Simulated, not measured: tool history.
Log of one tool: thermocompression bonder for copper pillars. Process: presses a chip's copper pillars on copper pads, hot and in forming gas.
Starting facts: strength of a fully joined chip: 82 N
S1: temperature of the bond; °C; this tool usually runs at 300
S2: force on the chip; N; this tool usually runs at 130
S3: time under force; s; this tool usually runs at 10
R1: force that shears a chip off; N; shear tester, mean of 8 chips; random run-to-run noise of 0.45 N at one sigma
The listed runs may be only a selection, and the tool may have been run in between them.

run,hour,S1,S2,S3,R1
1,0.0,300,130,10,46.1
2,14.7,300,130,10,46.0
3,28.4,300,116,10,43.1
# hour 31.5: forming gas filter changed
4,39.9,300,130,10,48.2
5,50.8,300,130,11,49.7
6,58.8,300,130,11,50.1
7,68.6,300,130,11,49.4
8,84.2,300,127,11,47.7
9,97.3,300,188,11,62.2
10,105.6,305,130,10,50.5
11,114.7,305,130,10,49.9
12,129.0,300,130,10,48.2
13,136.1,300,130,18,57.1
14,152.4,300,130,18,56.4
15,168.4,300,135,10,49.5
16,181.6,292,130,10,44.1
17,191.1,292,130,10,44.8
18,205.2,292,130,10,45.2
19,217.2,317,185,10,66.6
20,232.3,317,185,10,65.7
21,241.1,298,185,25,70.2
22,254.6,317,161,7,57.2
23,270.6,300,130,24,59.7
24,285.4,300,130,24,60.8
25,294.2,300,130,24,60.3
26,303.3,300,130,24,60.0
27,310.5,300,130,24,60.0
28,321.9,300,139,12,52.3
29,333.7,300,104,7,35.4
30,348.9,321,175,11,67.0
31,365.4,321,175,28,76.1
32,379.2,301,79,10,31.9
33,394.3,324,79,10,39.5
34,402.6,300,130,27,60.5
35,413.1,276,104,17,37.9

Here are 3 independent what-if runs from the current tool condition. What would each one return?
A,428.2,276,122,17,?
B,428.2,276,158,7,?
C,428.2,300,130,7,?

run,R1
A,42.3
B,38.3
C,41.4
Without the tool's unlogged condition, the same runs would have read:
run,R1
A,41.1
B,37.1
C,40.1

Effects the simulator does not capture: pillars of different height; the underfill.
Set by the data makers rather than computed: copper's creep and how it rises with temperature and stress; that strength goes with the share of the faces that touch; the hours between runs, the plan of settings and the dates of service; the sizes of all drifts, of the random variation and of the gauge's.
